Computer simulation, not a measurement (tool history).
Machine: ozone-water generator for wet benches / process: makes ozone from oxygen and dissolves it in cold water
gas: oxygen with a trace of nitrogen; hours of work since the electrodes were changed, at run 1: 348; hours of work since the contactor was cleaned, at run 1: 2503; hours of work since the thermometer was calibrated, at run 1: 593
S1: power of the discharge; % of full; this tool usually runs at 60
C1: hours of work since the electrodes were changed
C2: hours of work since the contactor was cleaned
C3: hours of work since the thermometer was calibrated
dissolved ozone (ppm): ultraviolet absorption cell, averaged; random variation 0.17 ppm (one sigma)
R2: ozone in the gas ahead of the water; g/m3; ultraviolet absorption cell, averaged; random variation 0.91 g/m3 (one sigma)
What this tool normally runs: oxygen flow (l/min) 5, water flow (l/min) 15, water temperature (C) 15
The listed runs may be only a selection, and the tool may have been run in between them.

run 1 hour=0 | S1=60 oxygen_flow_(l/min)=5 water_flow_(l/min)=15 water_temperature_(C)=15 | C1=348 C2=2503 C3=593 | dissolved_ozone_(ppm)=21.9 R2=150.8
run 2 hour=85.4 | S1=60 oxygen_flow_(l/min)=5 water_flow_(l/min)=11 water_temperature_(C)=15 | C1=400 C2=2555 C3=645 | dissolved_ozone_(ppm)=27.3 R2=151.3
run 3 hour=174.5 | S1=71 oxygen_flow_(l/min)=5 water_flow_(l/min)=15 water_temperature_(C)=15 | C1=455 C2=2610 C3=700 | dissolved_ozone_(ppm)=25.4 R2=173
run 4 hour=237.3 | S1=71 oxygen_flow_(l/min)=5 water_flow_(l/min)=15 water_temperature_(C)=15 | C1=493 C2=2648 C3=738 | dissolved_ozone_(ppm)=25.3 R2=175.1
run 5 hour=286.5 | S1=71 oxygen_flow_(l/min)=5 water_flow_(l/min)=15 water_temperature_(C)=15 | C1=523 C2=2678 C3=768 | dissolved_ozone_(ppm)=25.3 R2=172.6
run 6 hour=353.5 | S1=71 oxygen_flow_(l/min)=5 water_flow_(l/min)=15 water_temperature_(C)=15 | C1=564 C2=2719 C3=809 | dissolved_ozone_(ppm)=24.9 R2=173.1
run 7 hour=425.1 | S1=71 oxygen_flow_(l/min)=5 water_flow_(l/min)=15 water_temperature_(C)=15 | C1=608 C2=2763 C3=853 | dissolved_ozone_(ppm)=25.3 R2=173.8
run 8 hour=480.8 | S1=43 oxygen_flow_(l/min)=2.71 water_flow_(l/min)=17 water_temperature_(C)=12 | C1=642 C2=2797 C3=887 | dissolved_ozone_(ppm)=14.8 R2=159.1
run 9 hour=550 | S1=81 oxygen_flow_(l/min)=2.71 water_flow_(l/min)=17 water_temperature_(C)=12 | C1=684 C2=2839 C3=929 | dissolved_ozone_(ppm)=24 R2=261.6
run 10 hour=593.1 | S1=81 oxygen_flow_(l/min)=2.71 water_flow_(l/min)=17 water_temperature_(C)=12 | C1=710 C2=2866 C3=956 | dissolved_ozone_(ppm)=24.2 R2=262.3
run 11 hour=670.2 | S1=81 oxygen_flow_(l/min)=2.66 water_flow_(l/min)=17 water_temperature_(C)=12 | C1=758 C2=2913 C3=1003 | dissolved_ozone_(ppm)=23.6 R2=263.1
run 12 hour=719.1 | S1=56 oxygen_flow_(l/min)=3.11 water_flow_(l/min)=13 water_temperature_(C)=15 | C1=787 C2=2943 C3=1033 | dissolved_ozone_(ppm)=23.1 R2=184.5
run 13 hour=782.8 | S1=44 oxygen_flow_(l/min)=5 water_flow_(l/min)=20 water_temperature_(C)=11 | C1=826 C2=2981 C3=1072 | dissolved_ozone_(ppm)=14.1 R2=118.5
run 14 hour=864.1 | S1=50 oxygen_flow_(l/min)=6.24 water_flow_(l/min)=19 water_temperature_(C)=22 | C1=876 C2=3031 C3=1121 | dissolved_ozone_(ppm)=14.1 R2=116.4

5 options for the next run, each taken on its own from the tool as it stands now. Forecast them:
run A hour=945.1 | S1=60 oxygen_flow_(l/min)=6.24 water_flow_(l/min)=11 water_temperature_(C)=22 | C1=926 C2=3081 C3=1171 | dissolved_ozone_(ppm)=? R2=?
run B hour=945.1 | S1=77 oxygen_flow_(l/min)=5 water_flow_(l/min)=15 water_temperature_(C)=15 | C1=926 C2=3081 C3=1171 | dissolved_ozone_(ppm)=? R2=?
run C hour=945.1 | S1=60 oxygen_flow_(l/min)=5 water_flow_(l/min)=14 water_temperature_(C)=22 | C1=926 C2=3081 C3=1171 | dissolved_ozone_(ppm)=? R2=?
run D hour=945.1 | S1=60 oxygen_flow_(l/min)=3.14 water_flow_(l/min)=15 water_temperature_(C)=15 | C1=926 C2=3081 C3=1171 | dissolved_ozone_(ppm)=? R2=?
run E hour=945.1 | S1=69 oxygen_flow_(l/min)=6.24 water_flow_(l/min)=19 water_temperature_(C)=11 | C1=926 C2=3081 C3=1171 | dissolved_ozone_(ppm)=? R2=?

run=A dissolved_ozone_(ppm)=23.1 R2=138
run=B dissolved_ozone_(ppm)=26.5 R2=185.4
run=C dissolved_ozone_(ppm)=20.5 R2=150.6
run=D dissolved_ozone_(ppm)=21 R2=191.8
run=E dissolved_ozone_(ppm)=21.7 R2=153.6
Take away the tool's hidden state, keep each run's random variation, and the runs would have read:
run=A dissolved_ozone_(ppm)=23.2 R2=138.1
run=B dissolved_ozone_(ppm)=26.5 R2=185.6
run=C dissolved_ozone_(ppm)=20.5 R2=150.7
run=D dissolved_ozone_(ppm)=21 R2=191.9
run=E dissolved_ozone_(ppm)=21.7 R2=153.7
